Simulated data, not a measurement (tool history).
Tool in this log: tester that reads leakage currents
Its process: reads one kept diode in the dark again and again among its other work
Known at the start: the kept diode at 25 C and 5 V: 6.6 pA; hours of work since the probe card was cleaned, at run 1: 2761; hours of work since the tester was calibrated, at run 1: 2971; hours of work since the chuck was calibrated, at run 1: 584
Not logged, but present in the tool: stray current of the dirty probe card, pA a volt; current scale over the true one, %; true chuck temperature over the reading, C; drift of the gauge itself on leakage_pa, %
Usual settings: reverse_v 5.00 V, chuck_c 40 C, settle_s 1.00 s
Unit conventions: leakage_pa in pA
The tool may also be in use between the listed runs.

run,hour,reverse_v,chuck_c,settle_s,hours of work since the probe card was cleaned,hours of work since the tester was calibrated,hours of work since the chuck was calibrated,leakage_pa
1,0.0,5.00,40,1.00,2761,2971,584,22.62
2,151.8,5.00,40,1.00,2867,3077,691,22.73
# hour 236.9: probe card cleaned and baked
3,249.7,6.70,40,1.00,9,3144,757,26.42
4,402.2,6.70,40,1.00,116,3251,865,26.37
5,594.2,5.00,40,1.00,251,3386,999,22.68
6,676.3,5.00,40,1.00,309,3444,1057,22.59
7,811.8,1.87,40,1.00,404,3539,1152,13.38
8,997.4,1.87,40,1.00,534,3669,1283,13.35
9,1085.0,1.87,40,1.00,596,3731,1344,13.51
10,1246.3,5.00,40,1.58,709,3844,1458,21.98
11,1351.2,5.00,40,1.58,783,3918,1531,22.13
12,1478.0,5.00,40,1.00,872,4007,1620,22.71
13,1586.0,1.31,26,1.00,948,4083,1696,4.09
14,1786.5,1.31,26,1.00,1089,4224,1837,4.09
15,1886.3,10.02,32,4.51,1159,4294,1907,17.19
# hour 1973.0: chuck's temperature calibrated
16,2067.9,4.80,32,1.00,1285,4420,67,12.98
17,2193.8,4.80,32,1.00,1374,4509,155,12.85
18,2283.5,1.73,39,4.76,1437,4572,218,11.60
19,2442.7,5.00,21,1.51,1548,4683,330,6.01
20,2617.8,4.42,21,1.51,1671,4806,453,5.47

Expected results for the next run?
21,2804.0,4.42,21,1.51,1802,4937,584,?

leakage_pa: 5.55 pA
Without the tool's hidden state the same run would have given leakage_pa 5.53 pA.
